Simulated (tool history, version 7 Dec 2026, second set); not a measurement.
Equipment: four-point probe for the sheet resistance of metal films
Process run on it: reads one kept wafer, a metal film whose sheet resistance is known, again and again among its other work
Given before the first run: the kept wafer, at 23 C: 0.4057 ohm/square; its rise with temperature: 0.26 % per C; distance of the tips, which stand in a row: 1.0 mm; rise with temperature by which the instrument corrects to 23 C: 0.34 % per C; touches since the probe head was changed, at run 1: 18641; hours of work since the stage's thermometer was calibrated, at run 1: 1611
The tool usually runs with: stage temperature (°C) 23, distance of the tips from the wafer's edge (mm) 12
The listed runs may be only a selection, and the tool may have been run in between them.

run	hour	stage temperature (°C)	distance of the tips from the wafer's edge (mm)	touches since the probe head was changed	hours of work since the stage's thermometer was calibrated	sheet resistance as the instrument gives it (ohm/square)
1	0	23	12	18641	1611	0.407758
2	102.9	23	12	20575	1680	0.407828
# hour 140.4: stage's thermometer calibrated
3	169.4	34	12	21818	19	0.403802
4	238.9	34	12	23125	66	0.40375
5	341.4	34	12	25052	134	0.403623
6	444.4	34	12	26989	203	0.403633
7	557	34	12	29106	278	0.403526
8	629.4	34	51	30467	327	0.4023
9	744.4	23	12	32629	403	0.407029
10	854.3	23	12	34697	477	0.406867
11	918.9	23	12	35910	520	0.406822
12	987.5	23	12	37202	566	0.406938
13	1042.9	23	5	38242	603	0.413826
14	1128.3	23	12	39848	660	0.406838
15	1224.5	23	12	41657	724	0.406847
16	1332.4	23	12	43686	796	0.406772
17	1458	23	12	46048	880	0.406665
18	1531.9	23	12	47437	930	0.406569
19	1627.1	23	12	49228	993	0.406774
20	1718.7	30	50	50950	1054	0.402936
21	1848.7	30	4	53395	1141	0.415837
22	1924.2	21	4	54814	1192	0.418727
23	2056.9	30	5	57310	1280	0.411233
24	2189.4	32	12	59803	1369	0.403485
25	2282.6	23	19	61555	1431	0.4055
26	2415.1	24	40	64046	1519	0.404579
27	2531.3	21	40	66231	1597	0.405515
28	2655.2	26	40	68561	1680	0.403832
# hour 2695.2: stage's thermometer calibrated
29	2747.3	25	61	70284	35	0.403345
30	2844.1	24	7	72104	99	0.407858
31	2937.4	26	6	73858	162	0.408668
# hour 2948.5: new probe head fitted
32	3044.4	34	6	1803	233	0.41335
33	3110.6	34	6	3047	277	0.413203
34	3199.3	26	9	4715	336	0.412321
35	3282.9	18	57	6288	392	0.412416
36	3349.4	33	40	7538	436	0.407386
37	3462	31	5	9656	512	0.416508

Selected run-to-run steps in sheet resistance as the instrument gives it (ohm/square), each split into two signed amounts: the part the tool would show with no hidden state at all (from settings, incoming material and random variation), and the remainder, which goes to the hidden state together with any gauge scatter not common to the measured and the hidden-state-free results:
Hidden conditions of the tool in this case: inner tips' distance over the nominal, %; tips' flats over new ones', %; wafer's true temperature over the reading, C; drift of the gauge itself on sheet_ohm, %.
Run 2 -> 3: stage temperature (°C) 23 -> 34, stage's thermometer calibrated. sheet resistance as the instrument gives it (ohm/square) -0.004026: hidden state -0.000525, all else -0.003501.
Run 20 -> 21: distance of the tips from the wafer's edge (mm) 50 -> 4. sheet resistance as the instrument gives it (ohm/square) +0.012901: hidden state -0.000066, all else +0.012967.
Run 23 -> 24: stage temperature (°C) 30 -> 32, distance of the tips from the wafer's edge (mm) 5 -> 12. sheet resistance as the instrument gives it (ohm/square) -0.007748: hidden state -0.000058, all else -0.00769.
Run 28 -> 29: stage temperature (°C) 26 -> 25, distance of the tips from the wafer's edge (mm) 40 -> 61, stage's thermometer calibrated. sheet resistance as the instrument gives it (ohm/square) -0.000487: hidden state -0.000724, all else +0.000237.
Run 31 -> 32: stage temperature (°C) 26 -> 34, new probe head fitted. sheet resistance as the instrument gives it (ohm/square) +0.004682: hidden state +0.006972, all else -0.00229.
Run 36 -> 37: stage temperature (°C) 33 -> 31, distance of the tips from the wafer's edge (mm) 40 -> 5. sheet resistance as the instrument gives it (ohm/square) +0.009122: hidden state +0.000051, all else +0.009071.
